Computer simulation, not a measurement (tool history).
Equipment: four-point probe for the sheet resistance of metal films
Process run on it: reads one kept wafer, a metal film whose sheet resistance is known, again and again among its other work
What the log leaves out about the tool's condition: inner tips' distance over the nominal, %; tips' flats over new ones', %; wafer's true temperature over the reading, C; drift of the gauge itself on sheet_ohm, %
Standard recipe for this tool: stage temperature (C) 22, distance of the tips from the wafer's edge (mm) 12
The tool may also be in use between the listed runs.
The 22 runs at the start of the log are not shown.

run,hour,stage temperature (C),distance of the tips from the wafer's edge (mm),touches since the probe head was changed,hours of work since the stage's thermometer was calibrated,sheet resistance as the instrument gives it (ohm/square)
23,642.1,32,5,72720,1049,0.480380
24,666.2,33,23,73917,1064,0.470773
25,702.6,26,12,75731,1087,0.472920
26,733.9,30,23,77293,1106,0.471103
27,758.2,22,5,78503,1121,0.481658
28,794.1,22,5,80290,1143,0.481634
29,831.4,22,4,82149,1166,0.486882
30,859.7,22,4,83559,1184,0.486861
31,891.5,24,42,85142,1204,0.471063
32,916.2,22,14,86376,1219,0.472472

What if the next run were any one of these 4? Each begins from the tool's condition after run 32:
A,947.9,20,4,87954,1239,?
B,947.9,34,14,87954,1239,?
C,947.9,22,35,87954,1239,?
D,947.9,22,44,87954,1239,?

run,sheet resistance as the instrument gives it (ohm/square)
A,0.486716
B,0.470175
C,0.471212
D,0.471148
What these runs would have given with no unlogged condition in the tool:
run,sheet resistance as the instrument gives it (ohm/square)
A,0.492562
B,0.475811
C,0.476881
D,0.476817
